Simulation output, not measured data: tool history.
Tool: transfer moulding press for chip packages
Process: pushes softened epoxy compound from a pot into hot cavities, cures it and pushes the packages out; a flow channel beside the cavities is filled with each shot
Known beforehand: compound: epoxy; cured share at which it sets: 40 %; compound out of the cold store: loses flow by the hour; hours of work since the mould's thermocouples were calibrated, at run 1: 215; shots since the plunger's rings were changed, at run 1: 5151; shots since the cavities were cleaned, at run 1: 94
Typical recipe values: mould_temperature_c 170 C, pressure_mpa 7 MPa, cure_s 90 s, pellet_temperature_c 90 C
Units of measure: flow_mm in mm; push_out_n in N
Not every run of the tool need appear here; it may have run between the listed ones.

run	hour	mould_temperature_c	pressure_mpa	cure_s	pellet_temperature_c	hours of work since the mould's thermocouples were calibrated	shots since the plunger's rings were changed	shots since the cavities were cleaned	incoming compound's hours out of the cold store	flow_mm	push_out_n
1	0	170	7	90	90	215	5151	94	31.8	761	367
# hour 32: cavities cleaned with cleaning compound and waxed
# hour 40: plunger's sealing rings changed
2	65.9	170	7	90	90	263	426	515	24.7	827	450
# hour 72.5: cavities cleaned with cleaning compound and waxed
# hour 116.3: cavities cleaned with cleaning compound and waxed
# hour 155.8: cavities cleaned with cleaning compound and waxed
3	158.1	170	7	90	81	330	1865	38	43.7	770	356
# hour 199.2: cavities cleaned with cleaning compound and waxed
# hour 239.1: cavities cleaned with cleaning compound and waxed
4	242.3	170	7	90	81	393	3198	53	47.4	749	359
# hour 283.9: cavities cleaned with cleaning compound and waxed
# hour 309.1: mould's thermocouples calibrated
# hour 325.4: cavities cleaned with cleaning compound and waxed
5	336.7	170	7	90	90	20	4666	185	45.4	739	383
# hour 369.1: cavities cleaned with cleaning compound and waxed
# hour 405.8: plunger's sealing rings changed
6	405.8	170	7	90	90	70	0	561	37.1	799	466
# hour 411.4: cavities cleaned with cleaning compound and waxed
7	445.7	170	7	90	97	100	630	563	30.9	812	453
# hour 451.4: cavities cleaned with cleaning compound and waxed
# hour 490.4: cavities cleaned with cleaning compound and waxed
# hour 497.5: mould's thermocouples calibrated, once more
8	512.8	170	7	90	97	12	1650	334	31.6	793	401
# hour 536.2: cavities cleaned with cleaning compound and waxed
9	568.8	170	7	90	97	54	2546	537	35	782	421
# hour 575: cavities cleaned with cleaning compound and waxed
# hour 615.6: cavities cleaned with cleaning compound and waxed
# hour 655.2: cavities cleaned with cleaning compound and waxed
10	655.2	170	7	90	97	117	3890	0	22.4	790	311
# hour 696.7: cavities cleaned with cleaning compound and waxed
11	705.7	170	7	90	97	155	4693	147	48	730	351
# hour 735.2: cavities cleaned with cleaning compound and waxed
# hour 774: plunger's sealing rings changed
# hour 775.5: cavities cleaned with cleaning compound and waxed
12	788.9	174	7	71	87	215	220	220	19.9	821	564
# hour 819.9: cavities cleaned with cleaning compound and waxed
13	848.7	168	7.28	112	90	260	1177	473	36.4	807	340
# hour 860.2: cavities cleaned with cleaning compound and waxed
# hour 898.6: cavities cleaned with cleaning compound and waxed
14	898.6	170	6.13	107	90	297	1947	0	44.6	713	246
# hour 937.4: cavities cleaned with cleaning compound and waxed
15	950.7	170	6.13	107	90	336	2777	219	42	714	303
# hour 976.4: cavities cleaned with cleaning compound and waxed
16	991.2	176	5.54	90	95	366	3417	242	18.9	703	305
# hour 1016.7: cavities cleaned with cleaning compound and waxed
17	1031.6	170	7	102	90	396	4055	244	27.8	783	318
# hour 1058.6: cavities cleaned with cleaning compound and waxed
# hour 1091.2: mould's thermocouples calibrated
# hour 1099.6: cavities cleaned with cleaning compound and waxed
18	1120.4	170	6.87	102	90	21	5431	341	36.3	739	337
# hour 1142.5: plunger's sealing rings changed
# hour 1144: cavities cleaned with cleaning compound and waxed
# hour 1181.9: cavities cleaned with cleaning compound and waxed
19	1186.4	172	6.59	91	89	68	672	73	24.3	795	321

How would selected steps in flow_mm from run to run divide? Give the signed amount a tool lacking its hidden state would still show from settings, what came in and random variation, and the signed amount left for the hidden state, including any gauge scatter that is not in both of the compared results.
Unlogged tool condition in this case: true mould temperature over the reading, C; pressure that reaches the compound, % of what is set; grip of the stained cavities, % over clean ones'; drift of the gauge itself on flow_mm, %; drift of the gauge itself on push_out_n, %.
Run 13 -> 14: mould_temperature_c 168 -> 170, pressure_mpa 7.28 -> 6.13, cure_s 112 -> 107, cavities cleaned with cleaning compound and waxed, cavities cleaned with cleaning compound and waxed. flow_mm -94 mm: hidden state -5, all else -89.
Run 18 -> 19: mould_temperature_c 170 -> 172, pressure_mpa 6.87 -> 6.59, cure_s 102 -> 91, pellet_temperature_c 90 -> 89, plunger's sealing rings changed, cavities cleaned with cleaning compound and waxed, cavities cleaned with cleaning compound and waxed. flow_mm +56 mm: hidden state +47, all else +9.

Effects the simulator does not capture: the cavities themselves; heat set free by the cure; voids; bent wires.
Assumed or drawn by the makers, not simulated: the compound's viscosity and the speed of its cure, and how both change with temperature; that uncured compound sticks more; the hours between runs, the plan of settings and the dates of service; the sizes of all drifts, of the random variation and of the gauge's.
